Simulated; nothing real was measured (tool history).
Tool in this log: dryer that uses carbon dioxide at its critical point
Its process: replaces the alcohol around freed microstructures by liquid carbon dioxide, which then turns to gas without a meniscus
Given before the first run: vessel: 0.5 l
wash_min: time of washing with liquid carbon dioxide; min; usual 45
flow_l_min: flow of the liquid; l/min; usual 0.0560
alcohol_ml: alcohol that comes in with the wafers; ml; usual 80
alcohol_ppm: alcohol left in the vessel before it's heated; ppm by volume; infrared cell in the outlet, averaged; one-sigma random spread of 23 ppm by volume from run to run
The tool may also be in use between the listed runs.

run 1 day=0.000 | wash_min=45 flow_l_min=0.0560 alcohol_ml=80 | alcohol_ppm=3157
run 2 day=2.942 | wash_min=32 flow_l_min=0.0560 alcohol_ml=80 | alcohol_ppm=6265
run 3 day=5.992 | wash_min=32 flow_l_min=0.0560 alcohol_ml=80 | alcohol_ppm=6807
run 4 day=8.954 | wash_min=32 flow_l_min=0.0560 alcohol_ml=80 | alcohol_ppm=7960
run 5 day=11.571 | wash_min=32 flow_l_min=0.0560 alcohol_ml=80 | alcohol_ppm=8631
run 6 day=14.496 | wash_min=32 flow_l_min=0.0560 alcohol_ml=80 | alcohol_ppm=9942
run 7 day=17.242 | wash_min=32 flow_l_min=0.0560 alcohol_ml=80 | alcohol_ppm=6385
run 8 day=18.950 | wash_min=45 flow_l_min=0.0560 alcohol_ml=80 | alcohol_ppm=2033
run 9 day=20.725 | wash_min=45 flow_l_min=0.0560 alcohol_ml=80 | alcohol_ppm=2160
run 10 day=23.525 | wash_min=45 flow_l_min=0.0560 alcohol_ml=80 | alcohol_ppm=2648
run 11 day=25.250 | wash_min=45 flow_l_min=0.0560 alcohol_ml=80 | alcohol_ppm=2821
run 12 day=28.025 | wash_min=45 flow_l_min=0.0909 alcohol_ml=80 | alcohol_ppm=498
run 13 day=30.596 | wash_min=45 flow_l_min=0.0909 alcohol_ml=80 | alcohol_ppm=319
run 14 day=33.333 | wash_min=45 flow_l_min=0.0909 alcohol_ml=80 | alcohol_ppm=356
run 15 day=34.942 | wash_min=47 flow_l_min=0.0909 alcohol_ml=80 | alcohol_ppm=339
run 16 day=36.404 | wash_min=45 flow_l_min=0.0560 alcohol_ml=80 | alcohol_ppm=2574
run 17 day=38.475 | wash_min=45 flow_l_min=0.0560 alcohol_ml=80 | alcohol_ppm=2827
run 18 day=40.525 | wash_min=33 flow_l_min=0.0854 alcohol_ml=85 | alcohol_ppm=2419
run 19 day=43.321 | wash_min=45 flow_l_min=0.0560 alcohol_ml=75 | alcohol_ppm=1765
run 20 day=45.896 | wash_min=45 flow_l_min=0.0700 alcohol_ml=31 | alcohol_ppm=501
run 21 day=48.246 | wash_min=56 flow_l_min=0.0839 alcohol_ml=31 | alcohol_ppm=266
run 22 day=49.642 | wash_min=63 flow_l_min=0.0361 alcohol_ml=31 | alcohol_ppm=1546
run 23 day=52.188 | wash_min=45 flow_l_min=0.0452 alcohol_ml=75 | alcohol_ppm=5819
run 24 day=54.362 | wash_min=34 flow_l_min=0.0719 alcohol_ml=34 | alcohol_ppm=1837
run 25 day=56.379 | wash_min=49 flow_l_min=0.0498 alcohol_ml=25 | alcohol_ppm=835
run 26 day=59.288 | wash_min=49 flow_l_min=0.0498 alcohol_ml=25 | alcohol_ppm=939
run 27 day=61.479 | wash_min=49 flow_l_min=0.0498 alcohol_ml=25 | alcohol_ppm=1026
run 28 day=63.504 | wash_min=49 flow_l_min=0.0498 alcohol_ml=25 | alcohol_ppm=1173
run 29 day=65.612 | wash_min=45 flow_l_min=0.0928 alcohol_ml=82 | alcohol_ppm=225
run 30 day=67.304 | wash_min=34 flow_l_min=0.0928 alcohol_ml=82 | alcohol_ppm=1230
run 31 day=68.750 | wash_min=33 flow_l_min=0.0560 alcohol_ml=42 | alcohol_ppm=2800
run 32 day=70.296 | wash_min=33 flow_l_min=0.0560 alcohol_ml=53 | alcohol_ppm=3793
run 33 day=72.308 | wash_min=33 flow_l_min=0.0560 alcohol_ml=43 | alcohol_ppm=3319
run 34 day=74.362 | wash_min=54 flow_l_min=0.0560 alcohol_ml=42 | alcohol_ppm=507

Not shown here: 7 entries made in the log between runs. Locate each between two listed runs and compare the hidden state at the listed run before it with the hidden state at the listed run after it:
From run 1 to run 2: inlet filter changed (day 2.283)
  flow that reaches the vessel past the clogged filter, %: 85.5 -> 98.9; alcohol in the recycled carbon dioxide, ppm: 94.5 -> 103.7
  what was measured, less what the result would be without the hidden state, alcohol_ppm: +1592 -> +314 ppm by volume
From run 6 to run 7: inlet filter changed (day 15.571)
  flow that reaches the vessel past the clogged filter, %: 84.5 -> 97.6; alcohol in the recycled carbon dioxide, ppm: 139.5 -> 147.4
  what was measured, less what the result would be without the hidden state, alcohol_ppm: +4060 -> +623 ppm by volume
From run 12 to run 13: inlet filter changed (day 28.812)
  flow that reaches the vessel past the clogged filter, %: 84.3 -> 97.6; alcohol in the recycled carbon dioxide, ppm: 181.1 -> 189.3
  what was measured, less what the result would be without the hidden state, alcohol_ppm: +396 -> +205 ppm by volume
From run 18 to run 19: inlet filter changed (day 42.133)
  flow that reaches the vessel past the clogged filter, %: 85.7 -> 97.9; alcohol in the recycled carbon dioxide, ppm: 218.9 -> 227.5
  what was measured, less what the result would be without the hidden state, alcohol_ppm: +1359 -> +363 ppm by volume
From run 24 to run 25: inlet filter changed (day 55.462)
  flow that reaches the vessel past the clogged filter, %: 84.2 -> 98.7; alcohol in the recycled carbon dioxide, ppm: 259.8 -> 266
  what was measured, less what the result would be without the hidden state, alcohol_ppm: +1054 -> +291 ppm by volume
From run 28 to run 29: purifier's bed changed (day 64.221)
  flow that reaches the vessel past the clogged filter, %: 90.1 -> 87.7; alcohol in the recycled carbon dioxide, ppm: 287.6 -> 10.1
  what was measured, less what the result would be without the hidden state, alcohol_ppm: +606 -> +136 ppm by volume
From run 30 to run 31: inlet filter changed (day 68.733)
  flow that reaches the vessel past the clogged filter, %: 85.8 -> 99.6; alcohol in the recycled carbon dioxide, ppm: 15.3 -> 19.4
  what was measured, less what the result would be without the hidden state, alcohol_ppm: +685 -> +50 ppm by volume
